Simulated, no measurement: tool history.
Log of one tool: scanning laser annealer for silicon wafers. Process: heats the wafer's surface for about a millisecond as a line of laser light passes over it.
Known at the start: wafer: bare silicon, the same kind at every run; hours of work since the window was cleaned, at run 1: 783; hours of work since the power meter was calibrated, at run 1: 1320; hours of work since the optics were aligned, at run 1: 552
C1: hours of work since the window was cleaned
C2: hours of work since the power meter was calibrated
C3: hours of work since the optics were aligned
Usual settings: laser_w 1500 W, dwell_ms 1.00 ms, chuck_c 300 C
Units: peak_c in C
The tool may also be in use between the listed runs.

run 1 hour=0.0 | laser_w=1500 dwell_ms=1.00 chuck_c=300 | C1=783 C2=1320 C3=552 | peak_c=1080
-- hour=12.8 window over the wafer cleaned
run 2 hour=36.4 | laser_w=1500 dwell_ms=1.00 chuck_c=300 | C1=18 C2=1346 C3=578 | peak_c=1118
run 3 hour=98.9 | laser_w=1500 dwell_ms=0.80 chuck_c=300 | C1=65 C2=1393 C3=625 | peak_c=1034
run 4 hour=161.5 | laser_w=1381 dwell_ms=0.80 chuck_c=300 | C1=112 C2=1440 C3=672 | peak_c=978
run 5 hour=207.3 | laser_w=1625 dwell_ms=0.80 chuck_c=300 | C1=146 C2=1474 C3=707 | peak_c=1082
run 6 hour=242.8 | laser_w=1500 dwell_ms=1.14 chuck_c=300 | C1=173 C2=1501 C3=734 | peak_c=1156
run 7 hour=282.3 | laser_w=1500 dwell_ms=1.14 chuck_c=300 | C1=203 C2=1531 C3=763 | peak_c=1159
run 8 hour=347.4 | laser_w=1500 dwell_ms=1.00 chuck_c=300 | C1=252 C2=1580 C3=812 | peak_c=1097
run 9 hour=397.7 | laser_w=1500 dwell_ms=1.00 chuck_c=300 | C1=290 C2=1618 C3=850 | peak_c=1100
run 10 hour=447.7 | laser_w=1500 dwell_ms=0.84 chuck_c=300 | C1=327 C2=1655 C3=888 | peak_c=1030
run 11 hour=503.7 | laser_w=1566 dwell_ms=0.90 chuck_c=283 | C1=370 C2=1698 C3=930 | peak_c=1068
-- hour=547.5 optics aligned, line set to its width
run 12 hour=566.0 | laser_w=1280 dwell_ms=0.71 chuck_c=283 | C1=413 C2=1741 C3=14 | peak_c=874
run 13 hour=598.0 | laser_w=1280 dwell_ms=0.71 chuck_c=283 | C1=437 C2=1765 C3=38 | peak_c=874
run 14 hour=626.3 | laser_w=1523 dwell_ms=0.74 chuck_c=300 | C1=458 C2=1786 C3=59 | peak_c=1012
run 15 hour=683.8 | laser_w=1523 dwell_ms=0.74 chuck_c=309 | C1=501 C2=1829 C3=103 | peak_c=1013
run 16 hour=733.4 | laser_w=1523 dwell_ms=0.74 chuck_c=309 | C1=539 C2=1867 C3=140 | peak_c=1014
run 17 hour=780.9 | laser_w=1560 dwell_ms=1.00 chuck_c=284 | C1=574 C2=1903 C3=176 | peak_c=1105

Forecast each of these 5 alternatives for the next run:
run A hour=839.9 | laser_w=1500 dwell_ms=0.87 chuck_c=264 | C1=619 C2=1947 C3=220 | peak_c=?
run B hour=839.9 | laser_w=1610 dwell_ms=1.07 chuck_c=277 | C1=619 C2=1947 C3=220 | peak_c=?
run C hour=839.9 | laser_w=1506 dwell_ms=1.00 chuck_c=329 | C1=619 C2=1947 C3=220 | peak_c=?
run D hour=839.9 | laser_w=1560 dwell_ms=1.00 chuck_c=285 | C1=619 C2=1947 C3=220 | peak_c=?
run E hour=839.9 | laser_w=1299 dwell_ms=1.00 chuck_c=284 | C1=619 C2=1947 C3=220 | peak_c=?

run=A peak_c=1009
run=B peak_c=1151
run=C peak_c=1125
run=D peak_c=1106
run=E peak_c=977
Without the tool's hidden state the same runs would have given:
run=A peak_c=1046
run=B peak_c=1194
run=C peak_c=1164
run=D peak_c=1147
run=E peak_c=1011
